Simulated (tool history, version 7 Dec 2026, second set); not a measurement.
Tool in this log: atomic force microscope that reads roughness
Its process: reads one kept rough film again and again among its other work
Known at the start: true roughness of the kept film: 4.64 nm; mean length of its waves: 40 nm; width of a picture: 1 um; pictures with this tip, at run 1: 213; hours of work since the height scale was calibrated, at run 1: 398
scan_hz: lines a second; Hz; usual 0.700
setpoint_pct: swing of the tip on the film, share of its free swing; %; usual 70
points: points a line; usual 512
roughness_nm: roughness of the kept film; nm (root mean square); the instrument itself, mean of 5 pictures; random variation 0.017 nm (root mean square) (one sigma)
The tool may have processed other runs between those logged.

| run | day | scan_hz | setpoint_pct | points | pictures with this tip | hours of work since the height scale was calibrated | roughness_nm |
|---|---|---|---|---|---|---|---|
| 1 | 0.000 | 0.700 | 70 | 512 | 213 | 398 | 3.480 |
| 2 | 0.846 | 0.700 | 70 | 512 | 251 | 410 | 3.422 |
|  | 1.729 | new tip fitted |
| 3 | 2.138 | 0.510 | 70 | 512 | 18 | 428 | 3.984 |
| 4 | 3.292 | 0.700 | 70 | 353 | 71 | 444 | 3.771 |
| 5 | 3.992 | 3.206 | 70 | 512 | 103 | 454 | 3.292 |
| 6 | 4.662 | 3.206 | 70 | 512 | 133 | 464 | 3.225 |
| 7 | 5.888 | 3.206 | 70 | 512 | 189 | 481 | 3.137 |
| 8 | 7.142 | 3.206 | 70 | 512 | 246 | 499 | 3.006 |
| 9 | 7.875 | 0.700 | 70 | 270 | 280 | 510 | 3.304 |
|  | 8.162 | new tip fitted |
| 10 | 8.950 | 2.288 | 70 | 351 | 36 | 525 | 3.571 |
| 11 | 10.021 | 2.288 | 70 | 351 | 85 | 540 | 3.508 |
| 12 | 10.646 | 2.288 | 70 | 351 | 113 | 549 | 3.412 |
| 13 | 11.812 | 1.514 | 64 | 512 | 166 | 566 | 3.501 |
| 14 | 12.433 | 1.514 | 64 | 512 | 194 | 574 | 3.425 |

What will run 15 give?
| 15 | 13.442 | 1.677 | 76 | 724 | 241 | 589 | ? |

roughness_nm: 3.126 nm (root mean square)
Minus the tool's unlogged condition, the same run would have read roughness_nm 3.675 nm (root mean square).

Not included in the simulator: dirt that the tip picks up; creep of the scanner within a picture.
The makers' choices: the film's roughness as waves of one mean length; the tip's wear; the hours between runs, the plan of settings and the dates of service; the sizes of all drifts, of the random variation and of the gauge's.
